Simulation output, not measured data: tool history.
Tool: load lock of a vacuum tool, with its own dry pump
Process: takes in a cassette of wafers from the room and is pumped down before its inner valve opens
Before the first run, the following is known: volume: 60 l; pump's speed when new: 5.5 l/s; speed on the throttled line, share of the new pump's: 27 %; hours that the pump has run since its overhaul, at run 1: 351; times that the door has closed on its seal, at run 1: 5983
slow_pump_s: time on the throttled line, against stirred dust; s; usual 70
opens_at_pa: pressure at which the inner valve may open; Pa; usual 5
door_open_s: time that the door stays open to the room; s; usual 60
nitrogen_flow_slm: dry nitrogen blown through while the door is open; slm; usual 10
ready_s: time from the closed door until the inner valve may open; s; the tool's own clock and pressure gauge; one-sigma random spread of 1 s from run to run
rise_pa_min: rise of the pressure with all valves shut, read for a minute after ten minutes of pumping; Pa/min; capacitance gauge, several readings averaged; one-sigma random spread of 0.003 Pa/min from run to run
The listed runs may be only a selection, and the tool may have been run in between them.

run	hour	slow_pump_s	opens_at_pa	door_open_s	nitrogen_flow_slm	hours that the pump has run since its overhaul	times that the door has closed on its seal	incoming humidity of the room's air, %	ready_s	rise_pa_min
1	0.0	70	5	60	10	351	5983	44.7	161.7	0.080
2	248.4	70	5	61	10	599	6233	45.1	160.4	0.088
3	377.1	102	5	61	10	728	6363	43.6	184.9	0.085
4	596.0	102	5	61	10	947	6584	45.3	184.5	0.092
5	802.6	102	5	61	10	1153	6792	44.4	186.3	0.101
6	1055.0	102	5	61	10	1406	7046	47.6	187.5	0.101
7	1251.1	102	5	61	10	1602	7244	44.5	186.1	0.104
8	1423.2	102	5	61	10	1774	7417	46.2	187.7	0.109
9	1615.3	102	5	61	34	1966	7611	44.0	186.0	0.096
10	1833.2	102	5	61	34	2184	7831	46.6	186.2	0.094
11	1972.6	102	5	61	34	2323	7971	43.8	186.6	0.093
12	2183.9	102	5	61	34	2534	8184	47.6	187.5	0.102
13	2414.3	102	5	61	34	2765	8417	43.2	189.9	0.104
14	2614.2	102	5	61	34	2965	8618	44.5	188.3	0.109
15	2832.3	102	5	61	34	3183	8838	46.2	188.8	0.116
16	3063.4	102	5	61	34	3414	9071	45.4	188.2	0.114
17	3237.4	70	7	190	6	3588	9246	44.3	162.5	0.153
18	3464.8	37	8	60	10	3815	9476	45.6	139.3	0.135
19	3666.7	37	8	60	10	4017	9679	41.4	138.5	0.131
20	3856.0	37	8	77	25	4206	9870	45.3	137.6	0.140
21	4068.4	37	8	77	25	4419	10084	43.3	138.1	0.140
22	4222.4	37	4	130	5	4573	10240	43.1	146.9	0.166
23	4349.9	61	7	64	41	4700	10368	45.3	159.0	0.133
24	4569.7	38	7	64	5	4920	10590	40.3	143.3	0.163
25	4733.8	42	8	36	10	5084	10755	46.8	144.1	0.152
26	4959.2	42	8	36	10	5310	10982	44.8	144.5	0.159
27	5077.8	42	8	36	10	5428	11102	45.1	144.1	0.157

Forecast each of these 5 alternatives for the next run:
A	5249.3	89	8	29	18	5600	11275	42.2	?	?
B	5249.3	42	4	110	6	5600	11275	45.0	?	?
C	5249.3	87	7	36	40	5600	11275	45.4	?	?
D	5249.3	82	5	60	36	5600	11275	46.3	?	?
E	5249.3	42	8	36	5	5600	11275	45.6	?	?

run	ready_s	rise_pa_min
A	176.2	0.158
B	155.2	0.179
C	178.7	0.148
D	178.1	0.151
E	146.7	0.172
What these runs would have given with no unlogged condition in the tool:
run	ready_s	rise_pa_min
A	166.4	0.020
B	142.4	0.041
C	168.3	0.012
D	167.1	0.014
E	134.9	0.033
